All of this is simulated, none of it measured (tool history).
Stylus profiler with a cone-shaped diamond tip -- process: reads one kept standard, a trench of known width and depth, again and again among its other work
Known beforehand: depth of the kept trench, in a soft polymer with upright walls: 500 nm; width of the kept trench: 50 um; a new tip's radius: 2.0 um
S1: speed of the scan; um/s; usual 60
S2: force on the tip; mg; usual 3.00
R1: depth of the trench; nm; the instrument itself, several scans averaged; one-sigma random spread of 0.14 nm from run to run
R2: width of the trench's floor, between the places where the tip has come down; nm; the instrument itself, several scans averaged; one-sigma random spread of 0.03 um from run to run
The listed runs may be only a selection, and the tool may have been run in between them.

run    hour   S1    S2      R1     R2
  1     0.0   60  3.00  505.59  44920
  2    27.6   60  5.54  509.57  44940
  3    48.6  169  5.54  509.93  44560
  4    94.9  169  5.54  509.56  44470
  5   117.0  169  5.54  509.96  44480
  6   138.6  169  2.48  504.73  44120
  7   173.1  169  2.48  504.63  44000
  8   204.9  169  2.48  505.02  43990
  9   248.3  169  2.48  504.59  43990
 10   286.2  169  2.48  504.52  43860
 11   329.2  169  2.48  504.58  43890
      335.5  -- new tip fitted, height scale calibrated
 12   359.9   36  2.48  506.81  47080
 13   380.7   31  3.00  507.88  47130
 14   415.1   31  3.00  508.00  47030
 15   457.3   31  3.00  508.12  46970
 16   487.2   31  3.00  507.79  46900
 17   526.3   60  3.00  507.59  46660
 18   572.3   60  3.00  507.72  46580
 19   612.3   60  3.00  507.63  46550
 20   645.5   60  3.00  507.46  46460
 21   664.5   60  5.78  511.79  46530
 22   703.7   60  5.78  511.89  46450
 23   739.1   60  5.78  511.77  46410
 24   772.0   61  1.56  504.64  46120
 25   813.3   38  4.44  509.63  46340
 26   841.9   16  7.11  513.42  46360
 27   882.9   16  7.11  513.16  46320
 28   913.7   73  2.64  506.50  45870
 29   946.5   73  2.64  506.42  45900
 30   973.9   20  7.87  514.45  46220
 31   997.9   20  7.87  514.19  46130
 32  1043.4   81  8.67  515.21  45890
 33  1075.5   39  4.61  509.73  45900
 34  1098.2   57  3.86  508.35  45780
 35  1121.6  219  5.02  510.38  45080
 36  1161.0  219  5.02  509.95  45030
 37  1182.3  219  5.02  510.12  45030
 38  1205.5   64  5.02  510.18  45620
 39  1231.7  116  3.00  506.68  45220
 40  1250.9  181  1.10  503.09  44170
 41  1282.7   45  1.31  503.31  45440
 42  1318.3   70  5.78  511.06  45490

The same runs without the tool's hidden state, with the same run-to-run variation:
Hidden state present: radius of the tip, um; height scale over the true one, %; drift of the gauge itself on depth_nm, %; drift of the gauge itself on floor_um, %.
run      R1     R2
  1  507.53  46980
  2  511.57  47020
  3  511.96  46670
  4  511.64  46640
  5  512.07  46670
  6  506.84  46330
  7  506.79  46260
  8  507.22  46280
  9  506.84  46330
 10  506.82  46250
 11  506.94  46330
 12  506.75  47100
 13  507.85  47200
 14  508.01  47160
 15  508.18  47190
 16  507.89  47170
 17  507.74  47010
 18  507.93  47010
 19  507.90  47060
 20  507.77  47020
 21  512.13  47130
 22  512.28  47120
 23  512.20  47140
 24  505.11  46900
 25  510.16  47190
 26  513.99  47260
 27  513.79  47290
 28  507.16  46880
 29  507.12  46960
 30  515.20  47310
 31  514.97  47270
 32  516.05  47080
 33  510.61  47150
 34  509.26  47060
 35  511.32  46390
 36  510.93  46400
 37  511.13  46430
 38  511.23  47050
 39  507.75  46680
 40  504.17  45660
 41  504.44  46980
 42  512.26  47070

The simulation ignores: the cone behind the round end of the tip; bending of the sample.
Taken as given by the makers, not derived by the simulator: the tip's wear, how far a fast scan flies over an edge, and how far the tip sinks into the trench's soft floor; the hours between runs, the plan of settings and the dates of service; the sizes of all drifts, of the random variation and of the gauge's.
